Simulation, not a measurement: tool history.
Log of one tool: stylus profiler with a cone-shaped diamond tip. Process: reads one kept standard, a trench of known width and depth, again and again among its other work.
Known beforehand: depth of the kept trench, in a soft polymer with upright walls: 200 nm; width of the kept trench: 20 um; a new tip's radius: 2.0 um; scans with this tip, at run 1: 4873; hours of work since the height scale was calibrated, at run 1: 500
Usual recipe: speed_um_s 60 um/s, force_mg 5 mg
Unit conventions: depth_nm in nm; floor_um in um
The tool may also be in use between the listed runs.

run   hour  speed_um_s  force_mg  scans with this tip  hours of work since the height scale was calibrated  depth_nm  floor_um
  1      0          60         5                 4873                                                  500    204.43     17.81
  2   30.1          60         5                 5061                                                  519    204.49     17.86
  3   57.7          60         5                 5235                                                  537    204.46     17.88
  4   82.3          60         5                 5389                                                  553    204.63     17.83
  5  101.4          60         5                 5509                                                  565     204.5     17.83
     104.7  -- height scale calibrated on a step standard
  6  114.6          60         5                 5588                                                    6    204.68     17.78
  7  145.3          31         5                 5780                                                   26    204.48     17.86
  8  160.9          31         5                 5878                                                   36    204.44     17.86
  9  188.4          31         5                 6051                                                   54    204.72     17.79
 10  212.4          34      2.33                 6201                                                   69    202.94     17.79
 11  232.4          22      3.18                 6327                                                   82    203.54     17.83
 12    260         143      2.82                 6500                                                  100    203.31     17.65
     273.6  -- height scale calibrated on a step standard, once more
 13  278.3         129     13.93                 6612                                                    3    208.36     17.72
 14    307          27     12.19                 6791                                                   21    207.69     17.75

What differs in the tool's unlogged condition from the final listed run ahead of each entry between runs to the first listed run following it?
Logged between run 5 and run 6: height scale calibrated on a step standard (hour 104.7)
  radius of the tip, um: 2.86 -> 2.87; height scale over the true one, %: 0.102 -> 0.148
  measured result minus the result with no hidden state, depth_nm: +0.21 -> +0.3 nm; floor_um: -0.36 -> -0.36 um
Logged between run 12 and run 13: height scale calibrated on a step standard, once more (hour 273.6)
  radius of the tip, um: 3.02 -> 3.03; height scale over the true one, %: 0.17 -> 0.069
  measured result minus the result with no hidden state, depth_nm: +0.34 -> +0.14 nm; floor_um: -0.42 -> -0.43 um
